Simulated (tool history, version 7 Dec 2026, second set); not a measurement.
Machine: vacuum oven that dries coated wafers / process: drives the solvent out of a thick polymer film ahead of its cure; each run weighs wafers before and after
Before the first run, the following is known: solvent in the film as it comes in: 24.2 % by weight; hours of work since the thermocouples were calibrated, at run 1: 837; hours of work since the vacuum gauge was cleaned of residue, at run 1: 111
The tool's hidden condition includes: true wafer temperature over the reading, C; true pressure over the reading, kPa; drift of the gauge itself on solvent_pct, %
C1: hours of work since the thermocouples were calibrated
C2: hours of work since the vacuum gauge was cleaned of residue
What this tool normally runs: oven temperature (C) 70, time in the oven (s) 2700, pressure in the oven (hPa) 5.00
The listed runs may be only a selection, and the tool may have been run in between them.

{"run": 1, "hour": 0.0, "oven temperature (C)": 70, "time in the oven (s)": 2700, "pressure in the oven (hPa)": 5.0, "C1": 837, "C2": 111, "solvent left in the film (%)": 1.87}
{"run": 2, "hour": 7.3, "oven temperature (C)": 70, "time in the oven (s)": 2700, "pressure in the oven (hPa)": 5.0, "C1": 841, "C2": 116, "solvent left in the film (%)": 1.91}
{"run": 3, "hour": 14.8, "oven temperature (C)": 70, "time in the oven (s)": 2700, "pressure in the oven (hPa)": 5.0, "C1": 846, "C2": 121, "solvent left in the film (%)": 1.96}
{"run": 4, "hour": 26.3, "oven temperature (C)": 70, "time in the oven (s)": 2700, "pressure in the oven (hPa)": 5.0, "C1": 853, "C2": 128, "solvent left in the film (%)": 2.04}
{"run": 5, "hour": 37.1, "oven temperature (C)": 70, "time in the oven (s)": 2700, "pressure in the oven (hPa)": 5.0, "C1": 860, "C2": 134, "solvent left in the film (%)": 1.97}
{"run": 6, "hour": 46.4, "oven temperature (C)": 70, "time in the oven (s)": 2700, "pressure in the oven (hPa)": 5.0, "C1": 866, "C2": 140, "solvent left in the film (%)": 2.01}
{"run": 7, "hour": 55.7, "oven temperature (C)": 70, "time in the oven (s)": 2700, "pressure in the oven (hPa)": 5.0, "C1": 872, "C2": 146, "solvent left in the film (%)": 1.95}
{"run": 8, "hour": 64.6, "oven temperature (C)": 70, "time in the oven (s)": 2700, "pressure in the oven (hPa)": 5.0, "C1": 877, "C2": 152, "solvent left in the film (%)": 1.99}
{"run": 9, "hour": 74.7, "oven temperature (C)": 70, "time in the oven (s)": 2700, "pressure in the oven (hPa)": 5.0, "C1": 883, "C2": 158, "solvent left in the film (%)": 2.04}
{"run": 10, "hour": 90.6, "oven temperature (C)": 70, "time in the oven (s)": 2700, "pressure in the oven (hPa)": 5.0, "C1": 893, "C2": 168, "solvent left in the film (%)": 2.11}
{"run": 11, "hour": 104.8, "oven temperature (C)": 80, "time in the oven (s)": 2700, "pressure in the oven (hPa)": 5.0, "C1": 902, "C2": 177, "solvent left in the film (%)": 0.45}
{"run": 12, "hour": 111.5, "oven temperature (C)": 80, "time in the oven (s)": 2700, "pressure in the oven (hPa)": 5.0, "C1": 906, "C2": 181, "solvent left in the film (%)": 0.44}
{"run": 13, "hour": 125.7, "oven temperature (C)": 78, "time in the oven (s)": 2700, "pressure in the oven (hPa)": 5.0, "C1": 915, "C2": 190, "solvent left in the film (%)": 0.57}
{"run": 14, "hour": 132.5, "oven temperature (C)": 70, "time in the oven (s)": 3600, "pressure in the oven (hPa)": 5.0, "C1": 919, "C2": 194, "solvent left in the film (%)": 1.1}
{"run": 15, "hour": 139.5, "oven temperature (C)": 70, "time in the oven (s)": 3600, "pressure in the oven (hPa)": 5.0, "C1": 924, "C2": 198, "solvent left in the film (%)": 1.05}
{"run": 16, "hour": 150.4, "oven temperature (C)": 70, "time in the oven (s)": 3600, "pressure in the oven (hPa)": 5.0, "C1": 931, "C2": 205, "solvent left in the film (%)": 1.03}
{"run": 17, "hour": 165.7, "oven temperature (C)": 77, "time in the oven (s)": 1440, "pressure in the oven (hPa)": 17.2, "C1": 940, "C2": 215, "solvent left in the film (%)": 3.35}
{"run": 18, "hour": 179.3, "oven temperature (C)": 77, "time in the oven (s)": 1440, "pressure in the oven (hPa)": 17.2, "C1": 949, "C2": 223, "solvent left in the film (%)": 3.34}
{"run": 19, "hour": 186.9, "oven temperature (C)": 73, "time in the oven (s)": 1380, "pressure in the oven (hPa)": 5.0, "C1": 953, "C2": 228, "solvent left in the film (%)": 4.72}
{"run": 20, "hour": 195.2, "oven temperature (C)": 73, "time in the oven (s)": 1380, "pressure in the oven (hPa)": 5.0, "C1": 958, "C2": 233, "solvent left in the film (%)": 4.73}
{"run": 21, "hour": 209.1, "oven temperature (C)": 61, "time in the oven (s)": 4620, "pressure in the oven (hPa)": 14.51, "C1": 967, "C2": 242, "solvent left in the film (%)": 2.78}
{"run": 22, "hour": 224.4, "oven temperature (C)": 61, "time in the oven (s)": 4620, "pressure in the oven (hPa)": 14.51, "C1": 977, "C2": 251, "solvent left in the film (%)": 2.88}
{"run": 23, "hour": 232.2, "oven temperature (C)": 61, "time in the oven (s)": 4620, "pressure in the oven (hPa)": 14.51, "C1": 981, "C2": 256, "solvent left in the film (%)": 2.87}

Run 24, settings as shown, results not yet in. Your forecast:
{"run": 24, "hour": 240.4, "oven temperature (C)": 55, "time in the oven (s)": 4620, "pressure in the oven (hPa)": 3.54, "C1": 987, "C2": 261, "solvent left in the film (%)": "?"}

Run 24 produced solvent left in the film (%) 4.32.
On a tool with no hidden condition, and with the same random variation, this run would have come out at solvent left in the film (%) 3.70.

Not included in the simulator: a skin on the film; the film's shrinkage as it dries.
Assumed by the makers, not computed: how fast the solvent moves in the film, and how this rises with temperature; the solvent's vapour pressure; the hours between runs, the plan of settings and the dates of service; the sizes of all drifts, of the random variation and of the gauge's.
